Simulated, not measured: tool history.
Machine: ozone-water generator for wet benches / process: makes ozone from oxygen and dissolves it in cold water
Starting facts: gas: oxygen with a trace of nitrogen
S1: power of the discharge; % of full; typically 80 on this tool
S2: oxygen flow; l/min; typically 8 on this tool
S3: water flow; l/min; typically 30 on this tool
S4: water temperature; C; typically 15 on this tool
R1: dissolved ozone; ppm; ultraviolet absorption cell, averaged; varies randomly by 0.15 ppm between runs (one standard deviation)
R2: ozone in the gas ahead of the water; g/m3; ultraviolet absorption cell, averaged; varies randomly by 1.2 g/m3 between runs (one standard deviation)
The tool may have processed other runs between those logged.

| run | day | S1 | S2 | S3 | S4 | R1 | R2 |
|---|---|---|---|---|---|---|---|
| 1 | 0.000 | 80 | 8 | 30 | 15 | 19.6 | 215.7 |
| 2 | 3.542 | 80 | 8 | 30 | 15 | 19.5 | 216.4 |
| 3 | 7.712 | 88 | 8 | 30 | 15 | 20.6 | 230.3 |
| 4 | 10.229 | 88 | 8 | 30 | 15 | 20.8 | 228.2 |
| 5 | 12.425 | 88 | 8 | 30 | 15 | 20.8 | 229.5 |
| 6 | 16.354 | 88 | 8 | 30 | 8 | 22.6 | 228.7 |
| 7 | 19.667 | 88 | 8 | 30 | 8 | 22.5 | 229.7 |
| 8 | 23.275 | 88 | 8 | 30 | 8 | 22.6 | 230.7 |
|  | 24.788 | water thermometer calibrated |
| 9 | 25.229 | 88 | 8 | 45 | 8 | 14.6 | 229.2 |
| 10 | 28.758 | 88 | 8 | 45 | 8 | 14.5 | 227.0 |
| 11 | 33.321 | 88 | 8 | 45 | 8 | 14.5 | 232.6 |
| 12 | 36.683 | 80 | 8 | 30 | 15 | 19.6 | 215.6 |
| 13 | 40.371 | 80 | 8 | 30 | 9 | 21.4 | 215.2 |
| 14 | 43.188 | 80 | 8 | 30 | 9 | 21.5 | 216.8 |
| 15 | 47.612 | 80 | 8 | 30 | 9 | 20.9 | 214.7 |
| 16 | 51.250 | 80 | 8 | 30 | 8 | 21.7 | 218.0 |

What will run 17 give?
| 17 | 55.229 | 80 | 8 | 40 | 8 | ? | ? |

{"run 17": {"R1": 15.7, "R2": 216.6}}
Without the tool's hidden state the same run would have given R1 15.7 ppm, R2 216.8 g/m3.
